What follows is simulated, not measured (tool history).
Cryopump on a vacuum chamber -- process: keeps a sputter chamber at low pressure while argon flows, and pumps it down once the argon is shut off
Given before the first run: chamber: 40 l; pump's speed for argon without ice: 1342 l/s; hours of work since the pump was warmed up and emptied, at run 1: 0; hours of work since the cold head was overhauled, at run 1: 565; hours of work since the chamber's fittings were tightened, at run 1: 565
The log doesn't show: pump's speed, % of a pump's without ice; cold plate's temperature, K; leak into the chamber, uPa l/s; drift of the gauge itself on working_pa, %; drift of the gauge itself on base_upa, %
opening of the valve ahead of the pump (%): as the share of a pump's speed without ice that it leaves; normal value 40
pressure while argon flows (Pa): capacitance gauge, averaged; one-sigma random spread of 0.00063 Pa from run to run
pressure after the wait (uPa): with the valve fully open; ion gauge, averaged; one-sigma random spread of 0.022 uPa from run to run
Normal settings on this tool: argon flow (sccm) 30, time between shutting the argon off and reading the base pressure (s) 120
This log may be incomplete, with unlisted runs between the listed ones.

| run | hour | argon flow (sccm) | time between shutting the argon off and reading the base pressure (s) | opening of the valve ahead of the pump (%) | hours of work since the pump was warmed up and emptied | hours of work since the cold head was overhauled | hours of work since the chamber's fittings were tightened | pressure while argon flows (Pa) | pressure after the wait (uPa) |
|---|---|---|---|---|---|---|---|---|---|
| 1 | 0.0 | 30 | 120 | 40 | 0 | 565 | 565 | 0.0960 | 1.01 |
| 2 | 46.3 | 30 | 120 | 40 | 37 | 602 | 602 | 0.0955 | 1.07 |
| 3 | 115.2 | 30 | 120 | 52 | 92 | 657 | 657 | 0.0754 | 1.10 |
| 4 | 191.5 | 30 | 65 | 40 | 153 | 718 | 718 | 0.0987 | 1.60 |
| 5 | 252.8 | 30 | 65 | 40 | 202 | 767 | 767 | 0.1015 | 1.66 |
| 6 | 334.6 | 30 | 65 | 40 | 268 | 833 | 833 | 0.1026 | 1.77 |
| 7 | 416.6 | 14 | 31 | 16 | 333 | 898 | 898 | 0.1148 | 2.69 |
| 8 | 508.4 | 14 | 31 | 16 | 406 | 972 | 972 | 0.1173 | 2.86 |
| 9 | 579.7 | 14 | 31 | 16 | 463 | 1029 | 1029 | 0.1174 | 3.02 |
|  | 672.5 | pump warmed up, emptied and cooled again |
| 10 | 672.5 | 14 | 31 | 16 | 0 | 1099 | 1099 | 0.1104 | 2.63 |
| 11 | 761.2 | 14 | 31 | 16 | 71 | 1170 | 1170 | 0.1112 | 2.71 |

4 options for the next run, each taken on its own from the tool as it stands now. Forecast them:
| A | 852.0 | 14 | 53 | 42 | 143 | 1242 | 1242 | ? | ? |
| B | 852.0 | 27 | 99 | 59 | 143 | 1242 | 1242 | ? | ? |
| C | 852.0 | 43 | 46 | 37 | 143 | 1242 | 1242 | ? | ? |
| D | 852.0 | 30 | 55 | 40 | 143 | 1242 | 1242 | ? | ? |

| run | pressure while argon flows (Pa) | pressure after the wait (uPa) |
|---|---|---|
| A | 0.0445 | 2.15 |
| B | 0.0612 | 1.73 |
| C | 0.1529 | 2.27 |
| D | 0.0979 | 2.04 |
Without the tool's unlogged condition, the same runs would have read:
| run | pressure while argon flows (Pa) | pressure after the wait (uPa) |
|---|---|---|
| A | 0.0426 | 1.21 |
| B | 0.0574 | 0.78 |
| C | 0.1470 | 1.35 |
| D | 0.0938 | 1.13 |
